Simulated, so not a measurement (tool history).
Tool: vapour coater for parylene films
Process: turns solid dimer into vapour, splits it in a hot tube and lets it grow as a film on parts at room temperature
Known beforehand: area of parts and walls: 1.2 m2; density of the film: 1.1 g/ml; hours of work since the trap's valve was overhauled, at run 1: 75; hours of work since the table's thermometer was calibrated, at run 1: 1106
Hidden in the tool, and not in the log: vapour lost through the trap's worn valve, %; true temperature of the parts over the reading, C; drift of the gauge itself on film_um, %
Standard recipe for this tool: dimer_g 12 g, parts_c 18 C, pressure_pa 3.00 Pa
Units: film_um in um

run      day  dimer_g  parts_c  pressure_pa  hours of work since the trap's valve was overhauled  hours of work since the table's thermometer was calibrated  film_um
  1    0.000       12       18         3.00                                                   75                                                        1106     6.89
  2    2.708       12       18         3.00                                                  107                                                        1138     6.79
  3    6.088       12       18         3.00                                                  147                                                        1178     6.79
  4    8.721       12       18         3.00                                                  178                                                        1209     6.71
  5   11.529       12       18         3.00                                                  212                                                        1243     6.71
  6   13.550       12       18         3.00                                                  236                                                        1267     6.49
  7   15.033        7       18         3.00                                                  253                                                        1284     3.81
  8   18.308        7       18         3.00                                                  292                                                        1323     3.80
      18.929  -- trap's valve overhauled
  9   20.538       12       21         3.00                                                   19                                                        1347     6.56
 10   23.004       12       18         3.00                                                   48                                                        1377     6.95
 11   25.942       12       18         8.17                                                   83                                                        1411     5.82
 12   28.633       12       13         3.00                                                  115                                                        1443     7.54
 13   31.629       12       13         3.00                                                  150                                                        1479     7.49
 14   33.554       12       13         3.00                                                  173                                                        1502     7.43
 15   36.029       12       18         3.00                                                  203                                                        1531     6.68
 16   38.058       12       18         3.00                                                  227                                                        1555     6.69
 17   39.525       12       18         3.00                                                  244                                                        1572     6.66
 18   41.775       12       18         3.00                                                  271                                                        1599     6.70
      44.167  -- trap's valve overhauled
 19   44.454       12       18         2.05                                                    3                                                        1629     7.47
 20   46.221       12       27         3.00                                                   24                                                        1650     5.87
 21   48.392       12       27         3.00                                                   50                                                        1675     5.82
 22   50.650       12       18         7.90                                                   77                                                        1702     5.89
      50.867  -- table's thermometer calibrated
 23   52.967       12       18         7.90                                                  104                                                          25     5.90
 24   54.900       12       18        10.69                                                  127                                                          48     5.50
 25   56.758       12       18        10.69                                                  149                                                          70     5.52
 26   58.904       21       23         6.56                                                  174                                                          95     9.38
 27   61.317       21       23         6.56                                                  203                                                         124     9.23
 28   63.500       11       16         3.00                                                  229                                                         150     6.48
 29   65.658       11       16         3.00                                                  254                                                         175     6.42
      66.138  -- table's thermometer calibrated, once more
 30   68.171       11       16         3.00                                                  283                                                          24     6.09
      69.438  -- trap's valve overhauled
 31   71.233        8       21         3.60                                                   21                                                          58     4.08
 32   73.367        9       11         8.41                                                   47                                                          84     4.86
 33   75.508        9       11         8.41                                                   72                                                         109     4.86
 34   77.617       14       20        10.39                                                   97                                                         134     5.99
 35   79.288       16       29         4.66                                                  117                                                         154     6.60
 36   81.567       16       29         4.66                                                  144                                                         181     6.54
 37   84.954        9       18         3.53                                                  184                                                         221     4.83
 38   87.462       22       15         3.27                                                  214                                                         251    12.52
 39   89.279        6       18        11.02                                                  235                                                         272     2.57
 40   91.050       12       17         2.35                                                  256                                                         293     6.90
 41   93.792       12       17         2.35                                                  288                                                         326     6.77
      94.654  -- trap's valve overhauled
 42   95.575       12       17         2.35                                                   11                                                         345     7.36
 43   97.925       12       17         2.35                                                   39                                                         373     7.32
 44  101.321       12       17         2.35                                                   79                                                         413     7.26
 45  104.342       12       17         2.35                                                  115                                                         449     7.22
 46  106.033       14       24         2.68                                                  135                                                         469     7.13

Consider 3 possible next runs. They are alternatives, not a sequence: every one starts from the tool as it was left by run 46. What does each give?
  A  107.538       14       24         3.36                                                  153                                                         486        ?
  B  107.538       14       18         3.00                                                  153                                                         486        ?
  C  107.538        6       18         3.00                                                  153                                                         486        ?

run  film_um
  A     6.85
  B     7.81
  C     3.31
What these runs would have given with no unlogged condition in the tool:
run  film_um
  A     7.06
  B     8.06
  C     3.41
